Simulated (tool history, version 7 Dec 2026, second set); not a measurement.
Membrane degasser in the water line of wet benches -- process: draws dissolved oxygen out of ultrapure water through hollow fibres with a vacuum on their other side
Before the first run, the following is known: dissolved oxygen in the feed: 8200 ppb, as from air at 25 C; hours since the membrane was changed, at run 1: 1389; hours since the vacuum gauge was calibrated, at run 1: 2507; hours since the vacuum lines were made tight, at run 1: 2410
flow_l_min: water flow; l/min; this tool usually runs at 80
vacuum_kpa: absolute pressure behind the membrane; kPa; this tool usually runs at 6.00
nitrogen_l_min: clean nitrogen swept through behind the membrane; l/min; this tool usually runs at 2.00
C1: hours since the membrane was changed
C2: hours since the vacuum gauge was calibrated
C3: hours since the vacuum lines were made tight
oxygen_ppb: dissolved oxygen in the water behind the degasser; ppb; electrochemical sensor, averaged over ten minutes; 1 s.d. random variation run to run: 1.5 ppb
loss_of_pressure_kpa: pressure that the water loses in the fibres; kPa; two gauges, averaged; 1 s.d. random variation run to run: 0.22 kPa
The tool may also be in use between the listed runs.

{"run": 1, "hour": 0.0, "flow_l_min": 80, "vacuum_kpa": 6.0, "nitrogen_l_min": 2.0, "C1": 1389, "C2": 2507, "C3": 2410, "oxygen_ppb": 222.9, "loss_of_pressure_kpa": 56.17}
{"run": 2, "hour": 72.9, "flow_l_min": 80, "vacuum_kpa": 6.0, "nitrogen_l_min": 2.0, "C1": 1462, "C2": 2580, "C3": 2483, "oxygen_ppb": 223.9, "loss_of_pressure_kpa": 55.86}
{"run": 3, "hour": 136.3, "flow_l_min": 80, "vacuum_kpa": 10.44, "nitrogen_l_min": 2.0, "C1": 1525, "C2": 2644, "C3": 2546, "oxygen_ppb": 556.5, "loss_of_pressure_kpa": 56.29}
{"run": 4, "hour": 190.2, "flow_l_min": 80, "vacuum_kpa": 6.0, "nitrogen_l_min": 2.0, "C1": 1579, "C2": 2697, "C3": 2600, "oxygen_ppb": 222.9, "loss_of_pressure_kpa": 56.04}
{"run": 5, "hour": 241.1, "flow_l_min": 80, "vacuum_kpa": 6.0, "nitrogen_l_min": 2.0, "C1": 1630, "C2": 2748, "C3": 2651, "oxygen_ppb": 224.3, "loss_of_pressure_kpa": 55.94}
{"run": 6, "hour": 329.5, "flow_l_min": 80, "vacuum_kpa": 6.0, "nitrogen_l_min": 2.0, "C1": 1718, "C2": 2837, "C3": 2740, "oxygen_ppb": 227.0, "loss_of_pressure_kpa": 56.08}
{"run": 7, "hour": 377.4, "flow_l_min": 80, "vacuum_kpa": 6.0, "nitrogen_l_min": 2.0, "C1": 1766, "C2": 2885, "C3": 2787, "oxygen_ppb": 223.8, "loss_of_pressure_kpa": 56.55}
{"run": 8, "hour": 433.5, "flow_l_min": 80, "vacuum_kpa": 6.0, "nitrogen_l_min": 2.0, "C1": 1822, "C2": 2941, "C3": 2844, "oxygen_ppb": 224.7, "loss_of_pressure_kpa": 56.67}
{"run": 9, "hour": 500.7, "flow_l_min": 126, "vacuum_kpa": 6.0, "nitrogen_l_min": 2.0, "C1": 1889, "C2": 3008, "C3": 2911, "oxygen_ppb": 330.9, "loss_of_pressure_kpa": 89.07}
{"run": 10, "hour": 566.4, "flow_l_min": 80, "vacuum_kpa": 6.0, "nitrogen_l_min": 2.0, "C1": 1955, "C2": 3074, "C3": 2977, "oxygen_ppb": 227.6, "loss_of_pressure_kpa": 56.53}
{"run": 11, "hour": 630.0, "flow_l_min": 80, "vacuum_kpa": 12.55, "nitrogen_l_min": 2.0, "C1": 2019, "C2": 3137, "C3": 3040, "oxygen_ppb": 697.6, "loss_of_pressure_kpa": 56.04}
{"run": 12, "hour": 704.0, "flow_l_min": 80, "vacuum_kpa": 12.55, "nitrogen_l_min": 2.0, "C1": 2093, "C2": 3211, "C3": 3114, "oxygen_ppb": 699.8, "loss_of_pressure_kpa": 56.52}
{"hour": 753.6, "done": "vacuum gauge calibrated"}
{"run": 13, "hour": 772.3, "flow_l_min": 80, "vacuum_kpa": 12.55, "nitrogen_l_min": 2.0, "C1": 2160, "C2": 19, "C3": 3182, "oxygen_ppb": 707.5, "loss_of_pressure_kpa": 56.82}
{"run": 14, "hour": 823.6, "flow_l_min": 80, "vacuum_kpa": 12.55, "nitrogen_l_min": 2.0, "C1": 2212, "C2": 70, "C3": 3233, "oxygen_ppb": 701.0, "loss_of_pressure_kpa": 56.27}
{"run": 15, "hour": 868.1, "flow_l_min": 80, "vacuum_kpa": 6.0, "nitrogen_l_min": 2.0, "C1": 2256, "C2": 115, "C3": 3278, "oxygen_ppb": 224.0, "loss_of_pressure_kpa": 56.94}
{"run": 16, "hour": 936.2, "flow_l_min": 80, "vacuum_kpa": 6.0, "nitrogen_l_min": 2.0, "C1": 2324, "C2": 183, "C3": 3346, "oxygen_ppb": 222.2, "loss_of_pressure_kpa": 56.92}
{"run": 17, "hour": 978.2, "flow_l_min": 80, "vacuum_kpa": 6.0, "nitrogen_l_min": 2.0, "C1": 2366, "C2": 225, "C3": 3388, "oxygen_ppb": 224.3, "loss_of_pressure_kpa": 57.28}
{"run": 18, "hour": 1019.0, "flow_l_min": 80, "vacuum_kpa": 6.0, "nitrogen_l_min": 2.0, "C1": 2407, "C2": 265, "C3": 3429, "oxygen_ppb": 222.9, "loss_of_pressure_kpa": 56.85}
{"run": 19, "hour": 1092.5, "flow_l_min": 110, "vacuum_kpa": 6.0, "nitrogen_l_min": 2.0, "C1": 2481, "C2": 339, "C3": 3502, "oxygen_ppb": 294.2, "loss_of_pressure_kpa": 78.3}
{"run": 20, "hour": 1172.7, "flow_l_min": 62, "vacuum_kpa": 4.65, "nitrogen_l_min": 2.07, "C1": 2561, "C2": 419, "C3": 3582, "oxygen_ppb": 92.5, "loss_of_pressure_kpa": 44.04}
{"run": 21, "hour": 1247.9, "flow_l_min": 57, "vacuum_kpa": 4.65, "nitrogen_l_min": 2.07, "C1": 2636, "C2": 494, "C3": 3657, "oxygen_ppb": 85.7, "loss_of_pressure_kpa": 40.79}
{"run": 22, "hour": 1302.1, "flow_l_min": 63, "vacuum_kpa": 10.66, "nitrogen_l_min": 2.0, "C1": 2690, "C2": 549, "C3": 3712, "oxygen_ppb": 467.2, "loss_of_pressure_kpa": 45.29}
{"run": 23, "hour": 1371.6, "flow_l_min": 63, "vacuum_kpa": 10.66, "nitrogen_l_min": 2.0, "C1": 2760, "C2": 618, "C3": 3781, "oxygen_ppb": 473.6, "loss_of_pressure_kpa": 45.15}
{"run": 24, "hour": 1437.7, "flow_l_min": 63, "vacuum_kpa": 10.66, "nitrogen_l_min": 2.0, "C1": 2826, "C2": 684, "C3": 3847, "oxygen_ppb": 471.1, "loss_of_pressure_kpa": 45.66}
{"hour": 1453.3, "done": "gauge calibrated"}
{"run": 25, "hour": 1504.2, "flow_l_min": 63, "vacuum_kpa": 10.66, "nitrogen_l_min": 2.0, "C1": 2892, "C2": 751, "C3": 3914, "oxygen_ppb": 472.1, "loss_of_pressure_kpa": 44.37}
{"run": 26, "hour": 1566.2, "flow_l_min": 63, "vacuum_kpa": 10.66, "nitrogen_l_min": 2.0, "C1": 2954, "C2": 813, "C3": 3976, "oxygen_ppb": 461.1, "loss_of_pressure_kpa": 44.18}
{"run": 27, "hour": 1609.6, "flow_l_min": 96, "vacuum_kpa": 7.92, "nitrogen_l_min": 1.53, "C1": 2998, "C2": 856, "C3": 4019, "oxygen_ppb": 518.4, "loss_of_pressure_kpa": 67.26}
{"run": 28, "hour": 1687.3, "flow_l_min": 96, "vacuum_kpa": 7.92, "nitrogen_l_min": 1.53, "C1": 3075, "C2": 934, "C3": 4097, "oxygen_ppb": 516.5, "loss_of_pressure_kpa": 67.23}
{"run": 29, "hour": 1757.1, "flow_l_min": 77, "vacuum_kpa": 4.76, "nitrogen_l_min": 2.0, "C1": 3145, "C2": 1004, "C3": 4167, "oxygen_ppb": 124.3, "loss_of_pressure_kpa": 53.93}
{"run": 30, "hour": 1832.6, "flow_l_min": 80, "vacuum_kpa": 6.0, "nitrogen_l_min": 1.13, "C1": 3221, "C2": 1079, "C3": 4242, "oxygen_ppb": 335.0, "loss_of_pressure_kpa": 56.55}
{"run": 31, "hour": 1880.0, "flow_l_min": 80, "vacuum_kpa": 4.53, "nitrogen_l_min": 1.13, "C1": 3268, "C2": 1126, "C3": 4290, "oxygen_ppb": 164.0, "loss_of_pressure_kpa": 56.67}
{"run": 32, "hour": 1948.8, "flow_l_min": 80, "vacuum_kpa": 4.53, "nitrogen_l_min": 1.13, "C1": 3337, "C2": 1195, "C3": 4358, "oxygen_ppb": 165.2, "loss_of_pressure_kpa": 56.62}

Forecast each of these 4 alternatives for the next run:
{"run": "A", "hour": 2015.8, "flow_l_min": 55, "vacuum_kpa": 9.63, "nitrogen_l_min": 1.13, "C1": 3404, "C2": 1262, "C3": 4425, "oxygen_ppb": "?", "loss_of_pressure_kpa": "?"}
{"run": "B", "hour": 2015.8, "flow_l_min": 80, "vacuum_kpa": 5.29, "nitrogen_l_min": 2.0, "C1": 3404, "C2": 1262, "C3": 4425, "oxygen_ppb": "?", "loss_of_pressure_kpa": "?"}
{"run": "C", "hour": 2015.8, "flow_l_min": 72, "vacuum_kpa": 10.76, "nitrogen_l_min": 1.22, "C1": 3404, "C2": 1262, "C3": 4425, "oxygen_ppb": "?", "loss_of_pressure_kpa": "?"}
{"run": "D", "hour": 2015.8, "flow_l_min": 82, "vacuum_kpa": 6.87, "nitrogen_l_min": 1.08, "C1": 3404, "C2": 1262, "C3": 4425, "oxygen_ppb": "?", "loss_of_pressure_kpa": "?"}

run=A oxygen_ppb=569.9 loss_of_pressure_kpa=39.29
run=B oxygen_ppb=170.6 loss_of_pressure_kpa=56.52
run=C oxygen_ppb=753.9 loss_of_pressure_kpa=50.93
run=D oxygen_ppb=462.4 loss_of_pressure_kpa=58.03
With the hidden condition removed and each run's random variation left untouched, the same runs would have given:
run=A oxygen_ppb=569.8 loss_of_pressure_kpa=38.86
run=B oxygen_ppb=170.5 loss_of_pressure_kpa=55.89
run=C oxygen_ppb=753.8 loss_of_pressure_kpa=50.37
run=D oxygen_ppb=462.3 loss_of_pressure_kpa=57.40
